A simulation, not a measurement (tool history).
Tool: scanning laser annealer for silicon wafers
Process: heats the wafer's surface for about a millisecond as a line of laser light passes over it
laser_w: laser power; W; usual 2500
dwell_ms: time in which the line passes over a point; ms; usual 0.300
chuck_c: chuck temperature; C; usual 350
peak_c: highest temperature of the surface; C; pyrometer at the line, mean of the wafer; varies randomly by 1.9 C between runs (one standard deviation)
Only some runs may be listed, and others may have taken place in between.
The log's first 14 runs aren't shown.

run 15 hour=130.9 | laser_w=2500 dwell_ms=0.300 chuck_c=350 | peak_c=1138
run 16 hour=139.8 | laser_w=2500 dwell_ms=0.300 chuck_c=350 | peak_c=1137
run 17 hour=152.2 | laser_w=2500 dwell_ms=0.300 chuck_c=350 | peak_c=1137
run 18 hour=162.7 | laser_w=2500 dwell_ms=0.300 chuck_c=350 | peak_c=1136
run 19 hour=169.2 | laser_w=2500 dwell_ms=0.300 chuck_c=350 | peak_c=1134
run 20 hour=174.7 | laser_w=2500 dwell_ms=0.300 chuck_c=350 | peak_c=1139
run 21 hour=184.2 | laser_w=2197 dwell_ms=0.302 chuck_c=385 | peak_c=1043
run 22 hour=196.6 | laser_w=2189 dwell_ms=0.227 chuck_c=350 | peak_c=908
run 23 hour=201.8 | laser_w=2554 dwell_ms=0.240 chuck_c=337 | peak_c=1045
run 24 hour=213.7 | laser_w=2301 dwell_ms=0.262 chuck_c=347 | peak_c=993
run 25 hour=218.9 | laser_w=2204 dwell_ms=0.262 chuck_c=369 | peak_c=983
run 26 hour=231.3 | laser_w=2282 dwell_ms=0.263 chuck_c=350 | peak_c=990
run 27 hour=241.8 | laser_w=2282 dwell_ms=0.263 chuck_c=350 | peak_c=993
run 28 hour=248.2 | laser_w=2749 dwell_ms=0.263 chuck_c=386 | peak_c=1209
run 29 hour=258.2 | laser_w=2691 dwell_ms=0.344 chuck_c=312 | peak_c=1246
run 30 hour=266.6 | laser_w=2496 dwell_ms=0.273 chuck_c=314 | peak_c=1053
run 31 hour=275.9 | laser_w=2500 dwell_ms=0.300 chuck_c=374 | peak_c=1156
run 32 hour=282.0 | laser_w=2408 dwell_ms=0.357 chuck_c=381 | peak_c=1200
run 33 hour=293.9 | laser_w=2377 dwell_ms=0.317 chuck_c=354 | peak_c=1105
run 34 hour=303.2 | laser_w=2550 dwell_ms=0.219 chuck_c=313 | peak_c=982
run 35 hour=308.3 | laser_w=2550 dwell_ms=0.219 chuck_c=313 | peak_c=980
run 36 hour=314.2 | laser_w=2550 dwell_ms=0.219 chuck_c=351 | peak_c=1018
run 37 hour=326.1 | laser_w=2261 dwell_ms=0.300 chuck_c=385 | peak_c=1064
run 38 hour=337.2 | laser_w=2261 dwell_ms=0.300 chuck_c=385 | peak_c=1065

What if the next run were any one of these 5? Each begins from the tool's condition after run 38:
run A hour=348.2 | laser_w=2159 dwell_ms=0.300 chuck_c=314 | peak_c=?
run B hour=348.2 | laser_w=2302 dwell_ms=0.252 chuck_c=373 | peak_c=?
run C hour=348.2 | laser_w=2249 dwell_ms=0.300 chuck_c=334 | peak_c=?
run D hour=348.2 | laser_w=2534 dwell_ms=0.277 chuck_c=385 | peak_c=?
run E hour=348.2 | laser_w=2375 dwell_ms=0.339 chuck_c=368 | peak_c=?

run=A peak_c=954
run=B peak_c=1002
run=C peak_c=1007
run=D peak_c=1145
run=E peak_c=1149
What these runs would have given with no unlogged condition in the tool:
run=A peak_c=1011
run=B peak_c=1058
run=C peak_c=1066
run=D peak_c=1212
run=E peak_c=1218
